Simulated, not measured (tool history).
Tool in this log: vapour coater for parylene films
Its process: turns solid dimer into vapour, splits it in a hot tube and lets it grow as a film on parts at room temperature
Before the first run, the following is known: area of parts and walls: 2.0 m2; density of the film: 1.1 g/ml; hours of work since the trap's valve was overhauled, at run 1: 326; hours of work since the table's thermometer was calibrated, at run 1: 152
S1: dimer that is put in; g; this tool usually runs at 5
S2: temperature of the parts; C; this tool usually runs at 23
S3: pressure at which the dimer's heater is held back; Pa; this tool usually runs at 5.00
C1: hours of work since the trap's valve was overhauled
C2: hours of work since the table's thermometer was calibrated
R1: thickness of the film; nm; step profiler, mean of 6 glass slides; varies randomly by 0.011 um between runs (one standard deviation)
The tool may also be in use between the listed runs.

run,hour,S1,S2,S3,C1,C2,R1
1,0.0,5,23,5.00,326,152,1380
2,20.6,5,23,5.00,341,167,1370
3,30.8,5,23,5.00,348,174,1350
4,45.5,5,23,5.00,359,184,1370
5,60.1,5,23,5.00,369,194,1370
6,77.9,5,23,5.00,381,207,1370
7,96.9,5,23,5.00,395,220,1350
8,113.3,5,23,5.00,406,232,1360
9,125.9,5,23,5.00,415,241,1340
10,139.0,5,23,5.00,424,250,1320
# hour 144.3: trap's valve overhauled
11,153.9,5,23,5.00,7,258,1500
12,163.0,5,29,5.00,13,264,1150
13,172.1,5,23,2.17,20,270,1720
14,192.1,5,23,2.17,34,284,1710
15,206.5,5,23,2.17,44,294,1700
16,221.1,5,23,5.00,54,305,1460
17,234.0,5,23,5.00,63,314,1470
18,250.7,5,23,5.00,75,326,1470
19,260.2,5,23,5.00,81,332,1460
20,277.1,5,23,5.00,93,344,1430
21,289.5,9,23,2.69,102,353,2910
22,298.9,2,31,7.50,109,359,390
23,315.7,2,31,7.50,120,371,370
24,330.8,3,18,4.00,131,382,1110
25,350.3,3,18,4.00,145,396,1090
26,364.4,3,18,4.00,155,406,1090
27,384.8,4,17,2.92,169,420,1620
28,394.0,5,21,3.23,175,426,1680
29,411.9,5,30,5.45,188,439,1020
30,431.6,5,31,5.45,202,453,990
31,446.3,5,31,5.45,212,463,980
32,458.8,2,20,7.07,221,472,590
33,472.2,5,16,7.07,231,481,1730
34,483.7,5,16,7.07,239,489,1770
35,503.4,5,16,7.07,252,503,1750
36,515.5,5,27,5.00,261,512,1140
37,535.9,3,30,8.79,275,526,550
38,554.5,5,25,3.57,288,539,1350
39,574.3,5,25,3.57,302,553,1320

Hidden state or all else? Some run-to-run changes of R1, split into what the settings, what came in and random variation would give without the hidden state, and what is left for the hidden state (with any gauge scatter that isn't in both results):
Hidden conditions of the tool in this case: vapour lost through the trap's worn valve, %; true temperature of the parts over the reading, C; drift of the gauge itself on film_um, %.
Run 10 -> 11: trap's valve overhauled. R1 +180 nm: hidden state +140, all else +40.
Run 20 -> 21: S1 5 -> 9, S3 5.00 -> 2.69. R1 +1480 nm: hidden state -90, all else +1570.
Run 21 -> 22: S1 9 -> 2, S2 23 -> 31, S3 2.69 -> 7.50. R1 -2520 nm: hidden state +140, all else -2660.
Run 32 -> 33: S1 2 -> 5, S2 20 -> 16. R1 +1140 nm: hidden state -110, all else +1250.
